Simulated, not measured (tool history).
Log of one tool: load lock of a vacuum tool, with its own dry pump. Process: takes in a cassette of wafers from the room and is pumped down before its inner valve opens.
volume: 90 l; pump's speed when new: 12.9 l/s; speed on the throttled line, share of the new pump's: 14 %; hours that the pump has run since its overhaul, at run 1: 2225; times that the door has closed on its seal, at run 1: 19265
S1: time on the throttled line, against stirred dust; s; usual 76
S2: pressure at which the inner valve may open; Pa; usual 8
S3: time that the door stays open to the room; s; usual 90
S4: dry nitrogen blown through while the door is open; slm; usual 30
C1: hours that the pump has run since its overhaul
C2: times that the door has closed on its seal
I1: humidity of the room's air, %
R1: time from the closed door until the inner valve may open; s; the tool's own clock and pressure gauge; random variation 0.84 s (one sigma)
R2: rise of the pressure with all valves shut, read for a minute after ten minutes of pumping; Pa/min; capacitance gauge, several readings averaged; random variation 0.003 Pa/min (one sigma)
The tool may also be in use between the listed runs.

{"run": 1, "hour": 0.0, "S1": 76, "S2": 8, "S3": 90, "S4": 30, "C1": 2225, "C2": 19265, "I1": 49.2, "R1": 132.6, "R2": 0.065}
{"run": 2, "hour": 505.8, "S1": 76, "S2": 8, "S3": 100, "S4": 30, "C1": 2731, "C2": 21379, "I1": 42.9, "R1": 132.4, "R2": 0.071}
{"run": 3, "hour": 843.9, "S1": 76, "S2": 8, "S3": 100, "S4": 30, "C1": 3069, "C2": 22792, "I1": 44.6, "R1": 132.1, "R2": 0.074}
{"run": 4, "hour": 1318.4, "S1": 76, "S2": 8, "S3": 100, "S4": 30, "C1": 3543, "C2": 24776, "I1": 43.2, "R1": 132.6, "R2": 0.075}
{"run": 5, "hour": 1587.0, "S1": 76, "S2": 8, "S3": 100, "S4": 30, "C1": 3812, "C2": 25898, "I1": 43.5, "R1": 133.2, "R2": 0.077}
{"run": 6, "hour": 1938.5, "S1": 76, "S2": 8, "S3": 100, "S4": 30, "C1": 4163, "C2": 27368, "I1": 45.7, "R1": 132.8, "R2": 0.084}
{"run": 7, "hour": 2382.4, "S1": 76, "S2": 8, "S3": 100, "S4": 30, "C1": 4607, "C2": 29223, "I1": 49.8, "R1": 133.4, "R2": 0.085}
{"run": 8, "hour": 2635.1, "S1": 76, "S2": 8, "S3": 100, "S4": 30, "C1": 4860, "C2": 30279, "I1": 45.7, "R1": 132.9, "R2": 0.09}
{"run": 9, "hour": 2951.1, "S1": 76, "S2": 8, "S3": 100, "S4": 30, "C1": 5176, "C2": 31600, "I1": 45.3, "R1": 132.6, "R2": 0.1}
{"run": 10, "hour": 3231.5, "S1": 76, "S2": 8, "S3": 100, "S4": 30, "C1": 5456, "C2": 32772, "I1": 40.4, "R1": 133.3, "R2": 0.095}
{"run": 11, "hour": 3727.4, "S1": 76, "S2": 8, "S3": 65, "S4": 5, "C1": 5952, "C2": 34844, "I1": 45.5, "R1": 132.5, "R2": 0.113}
{"run": 12, "hour": 4181.4, "S1": 76, "S2": 8, "S3": 65, "S4": 5, "C1": 6406, "C2": 36742, "I1": 46.5, "R1": 133.6, "R2": 0.125}
{"run": 13, "hour": 4443.9, "S1": 42, "S2": 15, "S3": 90, "S4": 30, "C1": 6669, "C2": 37839, "I1": 45, "R1": 100.1, "R2": 0.122}
{"run": 14, "hour": 5009.4, "S1": 42, "S2": 15, "S3": 90, "S4": 30, "C1": 7234, "C2": 40202, "I1": 43.6, "R1": 99.9, "R2": 0.127}
{"run": 15, "hour": 5354.8, "S1": 60, "S2": 14, "S3": 60, "S4": 33, "C1": 7580, "C2": 41646, "I1": 44.1, "R1": 115.8, "R2": 0.129}

4 ways to go on from here, each from the tool as it stands after run 15. What would each give?
{"run": "A", "hour": 5699.4, "S1": 64, "S2": 14, "S3": 30, "S4": 6, "C1": 7924, "C2": 43087, "I1": 45, "R1": "?", "R2": "?"}
{"run": "B", "hour": 5699.4, "S1": 76, "S2": 12, "S3": 38, "S4": 30, "C1": 7924, "C2": 43087, "I1": 41, "R1": "?", "R2": "?"}
{"run": "C", "hour": 5699.4, "S1": 64, "S2": 9, "S3": 83, "S4": 30, "C1": 7924, "C2": 43087, "I1": 42.3, "R1": "?", "R2": "?"}
{"run": "D", "hour": 5699.4, "S1": 76, "S2": 8, "S3": 111, "S4": 8, "C1": 7924, "C2": 43087, "I1": 44.7, "R1": "?", "R2": "?"}

run=A R1=118.5 R2=0.138
run=B R1=131.6 R2=0.134
run=C R1=123.3 R2=0.142
run=D R1=133.3 R2=0.158
Without the tool's hidden state the same runs would have given:
run=A R1=116.2 R2=0.016
run=B R1=129.4 R2=0.015
run=C R1=120.9 R2=0.021
run=D R1=130.9 R2=0.034

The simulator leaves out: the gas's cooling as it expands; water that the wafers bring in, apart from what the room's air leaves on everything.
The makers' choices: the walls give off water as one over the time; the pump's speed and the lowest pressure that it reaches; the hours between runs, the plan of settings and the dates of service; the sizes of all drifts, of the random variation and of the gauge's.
